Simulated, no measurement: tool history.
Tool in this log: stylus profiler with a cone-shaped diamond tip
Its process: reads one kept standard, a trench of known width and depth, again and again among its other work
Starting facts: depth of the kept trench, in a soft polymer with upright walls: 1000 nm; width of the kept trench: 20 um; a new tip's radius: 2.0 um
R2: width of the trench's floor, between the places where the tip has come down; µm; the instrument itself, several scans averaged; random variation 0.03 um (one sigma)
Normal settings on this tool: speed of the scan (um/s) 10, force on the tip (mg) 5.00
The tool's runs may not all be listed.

{"run": 1, "hour": 0.0, "speed of the scan (um/s)": 10, "force on the tip (mg)": 5.0, "depth of the trench (Å)": 10244.8, "R2": 16.41}
{"run": 2, "hour": 24.8, "speed of the scan (um/s)": 10, "force on the tip (mg)": 5.0, "depth of the trench (Å)": 10247.6, "R2": 16.34}
{"run": 3, "hour": 68.0, "speed of the scan (um/s)": 10, "force on the tip (mg)": 5.0, "depth of the trench (Å)": 10245.8, "R2": 16.33}
{"run": 4, "hour": 94.9, "speed of the scan (um/s)": 10, "force on the tip (mg)": 1.82, "depth of the trench (Å)": 10124.3, "R2": 16.29}
{"run": 5, "hour": 131.6, "speed of the scan (um/s)": 10, "force on the tip (mg)": 1.82, "depth of the trench (Å)": 10125.4, "R2": 16.31}
{"run": 6, "hour": 159.8, "speed of the scan (um/s)": 10, "force on the tip (mg)": 1.82, "depth of the trench (Å)": 10130.6, "R2": 16.3}
{"run": 7, "hour": 198.6, "speed of the scan (um/s)": 6, "force on the tip (mg)": 5.0, "depth of the trench (Å)": 10248.4, "R2": 16.25}
{"run": 8, "hour": 246.1, "speed of the scan (um/s)": 6, "force on the tip (mg)": 5.0, "depth of the trench (Å)": 10248.7, "R2": 16.26}
{"run": 9, "hour": 274.3, "speed of the scan (um/s)": 39, "force on the tip (mg)": 5.0, "depth of the trench (Å)": 10247.7, "R2": 16.11}
{"run": 10, "hour": 310.9, "speed of the scan (um/s)": 39, "force on the tip (mg)": 5.0, "depth of the trench (Å)": 10244.7, "R2": 16.13}
{"run": 11, "hour": 361.7, "speed of the scan (um/s)": 39, "force on the tip (mg)": 5.0, "depth of the trench (Å)": 10250.3, "R2": 16.12}
{"run": 12, "hour": 397.5, "speed of the scan (um/s)": 39, "force on the tip (mg)": 5.0, "depth of the trench (Å)": 10253.7, "R2": 16.09}
{"run": 13, "hour": 436.2, "speed of the scan (um/s)": 39, "force on the tip (mg)": 5.0, "depth of the trench (Å)": 10252.5, "R2": 16.09}
{"hour": 440.6, "done": "height scale calibrated on a step standard"}
{"run": 14, "hour": 463.0, "speed of the scan (um/s)": 10, "force on the tip (mg)": 5.3, "depth of the trench (Å)": 10264.3, "R2": 16.21}
{"run": 15, "hour": 509.0, "speed of the scan (um/s)": 10, "force on the tip (mg)": 5.3, "depth of the trench (Å)": 10262.9, "R2": 16.17}
{"run": 16, "hour": 550.7, "speed of the scan (um/s)": 3, "force on the tip (mg)": 2.12, "depth of the trench (Å)": 10146.3, "R2": 16.15}
{"run": 17, "hour": 594.5, "speed of the scan (um/s)": 3, "force on the tip (mg)": 2.12, "depth of the trench (Å)": 10147.9, "R2": 16.13}
{"run": 18, "hour": 633.1, "speed of the scan (um/s)": 15, "force on the tip (mg)": 9.71, "depth of the trench (Å)": 10392.1, "R2": 16.1}
{"run": 19, "hour": 681.3, "speed of the scan (um/s)": 28, "force on the tip (mg)": 2.18, "depth of the trench (Å)": 10150.9, "R2": 15.96}
{"run": 20, "hour": 714.9, "speed of the scan (um/s)": 15, "force on the tip (mg)": 3.29, "depth of the trench (Å)": 10194.6, "R2": 16.04}
{"hour": 745.5, "done": "height scale calibrated on a step standard, once more"}
{"run": 21, "hour": 763.6, "speed of the scan (um/s)": 6, "force on the tip (mg)": 4.11, "depth of the trench (Å)": 10212.7, "R2": 16.08}
{"run": 22, "hour": 805.1, "speed of the scan (um/s)": 5, "force on the tip (mg)": 3.89, "depth of the trench (Å)": 10208.1, "R2": 16.08}
{"run": 23, "hour": 847.8, "speed of the scan (um/s)": 3, "force on the tip (mg)": 5.29, "depth of the trench (Å)": 10255.4, "R2": 16.15}
{"run": 24, "hour": 877.0, "speed of the scan (um/s)": 3, "force on the tip (mg)": 5.29, "depth of the trench (Å)": 10254.8, "R2": 16.1}
{"run": 25, "hour": 919.5, "speed of the scan (um/s)": 3, "force on the tip (mg)": 5.29, "depth of the trench (Å)": 10256.8, "R2": 16.06}
{"run": 26, "hour": 964.2, "speed of the scan (um/s)": 5, "force on the tip (mg)": 2.69, "depth of the trench (Å)": 10166.0, "R2": 16.04}
{"run": 27, "hour": 1009.1, "speed of the scan (um/s)": 2, "force on the tip (mg)": 2.69, "depth of the trench (Å)": 10163.1, "R2": 16.0}
{"run": 28, "hour": 1056.1, "speed of the scan (um/s)": 5, "force on the tip (mg)": 14.31, "depth of the trench (Å)": 10491.3, "R2": 15.99}

4 options for the next run, each taken on its own from the tool as it stands now. Forecast them:
{"run": "A", "hour": 1077.7, "speed of the scan (um/s)": 8, "force on the tip (mg)": 2.77, "depth of the trench (Å)": "?", "R2": "?"}
{"run": "B", "hour": 1077.7, "speed of the scan (um/s)": 10, "force on the tip (mg)": 2.01, "depth of the trench (Å)": "?", "R2": "?"}
{"run": "C", "hour": 1077.7, "speed of the scan (um/s)": 25, "force on the tip (mg)": 2.53, "depth of the trench (Å)": "?", "R2": "?"}
{"run": "D", "hour": 1077.7, "speed of the scan (um/s)": 5, "force on the tip (mg)": 3.89, "depth of the trench (Å)": "?", "R2": "?"}

run=A depth_of_the_trench_(Å)=10168.2 R2=15.95
run=B depth_of_the_trench_(Å)=10134.4 R2=15.95
run=C depth_of_the_trench_(Å)=10154.7 R2=15.85
run=D depth_of_the_trench_(Å)=10213.2 R2=16.01
With the hidden condition removed and each run's random variation left untouched, the same runs would have given:
run=A depth_of_the_trench_(Å)=10163.0 R2=16.46
run=B depth_of_the_trench_(Å)=10129.3 R2=16.46
run=C depth_of_the_trench_(Å)=10149.6 R2=16.36
run=D depth_of_the_trench_(Å)=10208.0 R2=16.52
